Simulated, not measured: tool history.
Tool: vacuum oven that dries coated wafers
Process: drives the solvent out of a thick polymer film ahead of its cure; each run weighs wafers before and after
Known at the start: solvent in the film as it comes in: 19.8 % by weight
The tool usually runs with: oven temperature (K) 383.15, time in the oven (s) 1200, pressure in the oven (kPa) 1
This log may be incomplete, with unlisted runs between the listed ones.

{"run": 1, "hour": 0.0, "oven temperature (K)": 383.15, "time in the oven (s)": 1200, "pressure in the oven (kPa)": 1, "solvent left in the film (%)": 5.01}
{"run": 2, "hour": 48.9, "oven temperature (K)": 383.15, "time in the oven (s)": 1200, "pressure in the oven (kPa)": 1, "solvent left in the film (%)": 4.93}
{"run": 3, "hour": 114.1, "oven temperature (K)": 383.15, "time in the oven (s)": 1200, "pressure in the oven (kPa)": 1, "solvent left in the film (%)": 5.01}
{"run": 4, "hour": 172.3, "oven temperature (K)": 383.15, "time in the oven (s)": 1200, "pressure in the oven (kPa)": 1, "solvent left in the film (%)": 4.99}
{"run": 5, "hour": 223.4, "oven temperature (K)": 383.15, "time in the oven (s)": 1200, "pressure in the oven (kPa)": 1, "solvent left in the film (%)": 5.01}
{"run": 6, "hour": 289.0, "oven temperature (K)": 383.15, "time in the oven (s)": 1200, "pressure in the oven (kPa)": 1, "solvent left in the film (%)": 5.08}
{"run": 7, "hour": 336.3, "oven temperature (K)": 383.15, "time in the oven (s)": 1200, "pressure in the oven (kPa)": 0.96, "solvent left in the film (%)": 5.08}
{"run": 8, "hour": 366.1, "oven temperature (K)": 384.15, "time in the oven (s)": 1200, "pressure in the oven (kPa)": 1, "solvent left in the film (%)": 4.8}
{"run": 9, "hour": 425.7, "oven temperature (K)": 383.15, "time in the oven (s)": 1200, "pressure in the oven (kPa)": 1, "solvent left in the film (%)": 5.1}
{"run": 10, "hour": 479.9, "oven temperature (K)": 383.15, "time in the oven (s)": 1200, "pressure in the oven (kPa)": 1, "solvent left in the film (%)": 5.16}
{"run": 11, "hour": 547.7, "oven temperature (K)": 383.15, "time in the oven (s)": 1200, "pressure in the oven (kPa)": 1, "solvent left in the film (%)": 5.12}
{"run": 12, "hour": 584.4, "oven temperature (K)": 383.15, "time in the oven (s)": 1200, "pressure in the oven (kPa)": 1, "solvent left in the film (%)": 5.21}
{"run": 13, "hour": 626.6, "oven temperature (K)": 383.15, "time in the oven (s)": 1200, "pressure in the oven (kPa)": 1, "solvent left in the film (%)": 5.2}
{"run": 14, "hour": 683.9, "oven temperature (K)": 383.15, "time in the oven (s)": 1200, "pressure in the oven (kPa)": 1, "solvent left in the film (%)": 5.22}
{"run": 15, "hour": 752.0, "oven temperature (K)": 383.15, "time in the oven (s)": 1200, "pressure in the oven (kPa)": 2.34, "solvent left in the film (%)": 5.81}
{"run": 16, "hour": 783.8, "oven temperature (K)": 385.15, "time in the oven (s)": 1080, "pressure in the oven (kPa)": 2.62, "solvent left in the film (%)": 5.88}
{"run": 17, "hour": 821.7, "oven temperature (K)": 372.15, "time in the oven (s)": 840, "pressure in the oven (kPa)": 1.95, "solvent left in the film (%)": 10.94}
{"run": 18, "hour": 867.5, "oven temperature (K)": 372.15, "time in the oven (s)": 840, "pressure in the oven (kPa)": 1.95, "solvent left in the film (%)": 10.97}
{"run": 19, "hour": 937.7, "oven temperature (K)": 386.15, "time in the oven (s)": 900, "pressure in the oven (kPa)": 1.03, "solvent left in the film (%)": 5.97}
{"run": 20, "hour": 987.4, "oven temperature (K)": 397.15, "time in the oven (s)": 1560, "pressure in the oven (kPa)": 2.04, "solvent left in the film (%)": 1.37}
{"run": 21, "hour": 1028.8, "oven temperature (K)": 397.15, "time in the oven (s)": 1560, "pressure in the oven (kPa)": 2.04, "solvent left in the film (%)": 1.34}
{"run": 22, "hour": 1098.3, "oven temperature (K)": 397.15, "time in the oven (s)": 1560, "pressure in the oven (kPa)": 2.04, "solvent left in the film (%)": 1.35}
{"run": 23, "hour": 1159.8, "oven temperature (K)": 397.15, "time in the oven (s)": 1560, "pressure in the oven (kPa)": 2.04, "solvent left in the film (%)": 1.41}
{"run": 24, "hour": 1211.0, "oven temperature (K)": 397.15, "time in the oven (s)": 1560, "pressure in the oven (kPa)": 2.04, "solvent left in the film (%)": 1.47}
{"run": 25, "hour": 1246.3, "oven temperature (K)": 391.15, "time in the oven (s)": 1440, "pressure in the oven (kPa)": 2.04, "solvent left in the film (%)": 2.55}
{"run": 26, "hour": 1283.4, "oven temperature (K)": 398.15, "time in the oven (s)": 1740, "pressure in the oven (kPa)": 2.04, "solvent left in the film (%)": 1.12}
{"run": 27, "hour": 1350.2, "oven temperature (K)": 398.15, "time in the oven (s)": 1740, "pressure in the oven (kPa)": 2.04, "solvent left in the film (%)": 1.18}
{"run": 28, "hour": 1417.6, "oven temperature (K)": 395.15, "time in the oven (s)": 840, "pressure in the oven (kPa)": 2.04, "solvent left in the film (%)": 3.91}
{"run": 29, "hour": 1475.8, "oven temperature (K)": 395.15, "time in the oven (s)": 840, "pressure in the oven (kPa)": 2.04, "solvent left in the film (%)": 3.93}
{"run": 30, "hour": 1524.4, "oven temperature (K)": 386.15, "time in the oven (s)": 1620, "pressure in the oven (kPa)": 3.27, "solvent left in the film (%)": 3.9}

Not shown: 1 entry that the log had between the listed runs. Between which runs, and how does the tool's hidden state differ before and after?
In the gap between runs 19 and 20: oven's thermocouples calibrated (hour 983.2)
  true wafer temperature over the reading, C: -1.02 -> 0.09; true pressure over the reading, kPa: 0.186 -> 0.194
  difference, measured minus the result without the unlogged condition, solvent left in the film (%): +0.39 -> +0.07

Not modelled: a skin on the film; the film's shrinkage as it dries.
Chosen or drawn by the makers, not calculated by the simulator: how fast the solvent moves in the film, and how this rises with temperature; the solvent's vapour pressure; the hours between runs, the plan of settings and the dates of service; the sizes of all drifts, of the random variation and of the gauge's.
